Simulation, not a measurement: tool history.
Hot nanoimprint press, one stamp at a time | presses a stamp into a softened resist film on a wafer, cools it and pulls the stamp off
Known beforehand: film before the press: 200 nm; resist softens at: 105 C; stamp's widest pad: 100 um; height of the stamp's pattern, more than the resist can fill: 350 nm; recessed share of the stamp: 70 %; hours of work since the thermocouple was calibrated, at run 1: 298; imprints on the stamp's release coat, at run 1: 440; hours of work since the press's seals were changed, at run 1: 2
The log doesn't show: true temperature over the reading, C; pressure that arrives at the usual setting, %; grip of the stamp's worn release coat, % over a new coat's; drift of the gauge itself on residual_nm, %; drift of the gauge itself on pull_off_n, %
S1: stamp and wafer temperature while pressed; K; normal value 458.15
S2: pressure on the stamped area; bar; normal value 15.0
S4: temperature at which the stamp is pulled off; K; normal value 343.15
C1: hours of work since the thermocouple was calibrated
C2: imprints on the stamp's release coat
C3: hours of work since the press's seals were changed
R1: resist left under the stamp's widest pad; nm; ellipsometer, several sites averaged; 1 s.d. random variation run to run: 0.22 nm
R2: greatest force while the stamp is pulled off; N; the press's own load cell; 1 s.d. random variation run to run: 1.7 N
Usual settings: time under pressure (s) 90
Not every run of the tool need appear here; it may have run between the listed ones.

run 1 hour=0.0 | S1=458.15 S2=15.0 time_under_pressure_(s)=90 S4=343.15 | C1=298 C2=440 C3=2 | R1=78.2 R2=147
run 2 hour=8.5 | S1=458.15 S2=10.9 time_under_pressure_(s)=90 S4=343.15 | C1=302 C2=460 C3=6 | R1=90.0 R2=146
run 3 hour=18.1 | S1=458.15 S2=15.0 time_under_pressure_(s)=118 S4=343.15 | C1=307 C2=482 C3=11 | R1=69.7 R2=147
run 4 hour=27.1 | S1=458.15 S2=15.0 time_under_pressure_(s)=90 S4=343.15 | C1=311 C2=503 C3=15 | R1=77.8 R2=150
run 5 hour=32.4 | S1=458.15 S2=15.0 time_under_pressure_(s)=90 S4=343.15 | C1=313 C2=515 C3=18 | R1=78.1 R2=146
run 6 hour=39.8 | S1=458.15 S2=15.0 time_under_pressure_(s)=54 S4=343.15 | C1=317 C2=532 C3=21 | R1=94.7 R2=149
run 7 hour=48.4 | S1=458.15 S2=15.0 time_under_pressure_(s)=54 S4=343.15 | C1=321 C2=552 C3=25 | R1=94.8 R2=151
run 8 hour=58.9 | S1=458.15 S2=15.0 time_under_pressure_(s)=54 S4=343.15 | C1=326 C2=576 C3=30 | R1=95.0 R2=145
run 9 hour=66.0 | S1=458.15 S2=15.0 time_under_pressure_(s)=54 S4=343.15 | C1=329 C2=593 C3=33 | R1=94.9 R2=149
run 10 hour=74.6 | S1=458.15 S2=15.0 time_under_pressure_(s)=54 S4=343.15 | C1=333 C2=613 C3=37 | R1=94.8 R2=148
run 11 hour=81.9 | S1=458.15 S2=15.0 time_under_pressure_(s)=90 S4=343.15 | C1=337 C2=630 C3=41 | R1=77.2 R2=151
run 12 hour=89.3 | S1=458.15 S2=9.5 time_under_pressure_(s)=90 S4=343.15 | C1=340 C2=647 C3=44 | R1=94.7 R2=151
run 13 hour=98.4 | S1=458.15 S2=9.5 time_under_pressure_(s)=90 S4=343.15 | C1=345 C2=668 C3=49 | R1=94.7 R2=149
-- hour=103.1 plate thermocouple calibrated
run 14 hour=109.5 | S1=458.15 S2=15.0 time_under_pressure_(s)=51 S4=332.15 | C1=3 C2=687 C3=52 | R1=96.6 R2=200
run 15 hour=114.7 | S1=458.15 S2=15.0 time_under_pressure_(s)=51 S4=332.15 | C1=5 C2=699 C3=55 | R1=96.5 R2=194
run 16 hour=120.2 | S1=447.15 S2=15.0 time_under_pressure_(s)=51 S4=348.15 | C1=8 C2=712 C3=58 | R1=141.4 R2=126
run 17 hour=128.4 | S1=448.15 S2=20.8 time_under_pressure_(s)=63 S4=343.15 | C1=12 C2=730 C3=61 | R1=116.0 R2=148
run 18 hour=133.2 | S1=458.15 S2=15.0 time_under_pressure_(s)=79 S4=343.15 | C1=14 C2=742 C3=64 | R1=81.5 R2=145
run 19 hour=137.8 | S1=458.15 S2=12.7 time_under_pressure_(s)=90 S4=343.15 | C1=16 C2=752 C3=66 | R1=83.1 R2=152
-- hour=147.0 stamp cleaned and given a new release coat
run 20 hour=152.7 | S1=458.15 S2=9.4 time_under_pressure_(s)=73 S4=330.15 | C1=21 C2=13 C3=70 | R1=102.6 R2=205
run 21 hour=162.6 | S1=458.15 S2=9.4 time_under_pressure_(s)=73 S4=330.15 | C1=25 C2=36 C3=75 | R1=102.1 R2=208

Consider 3 possible next runs. They are alternatives, not a sequence: every one starts from the tool as it was left by run 21. What does each give?
run A hour=173.1 | S1=458.15 S2=12.4 time_under_pressure_(s)=120 S4=343.15 | C1=30 C2=60 C3=80 | R1=? R2=?
run B hour=173.1 | S1=458.15 S2=11.8 time_under_pressure_(s)=73 S4=330.15 | C1=30 C2=60 C3=80 | R1=? R2=?
run C hour=173.1 | S1=469.15 S2=15.0 time_under_pressure_(s)=54 S4=349.15 | C1=30 C2=60 C3=80 | R1=? R2=?

run=A R1=74.5 R2=148
run=B R1=93.0 R2=209
run=C R1=60.7 R2=121
What these runs would have given with no unlogged condition in the tool:
run=A R1=75.8 R2=148
run=B R1=94.6 R2=208
run=C R1=61.7 R2=120

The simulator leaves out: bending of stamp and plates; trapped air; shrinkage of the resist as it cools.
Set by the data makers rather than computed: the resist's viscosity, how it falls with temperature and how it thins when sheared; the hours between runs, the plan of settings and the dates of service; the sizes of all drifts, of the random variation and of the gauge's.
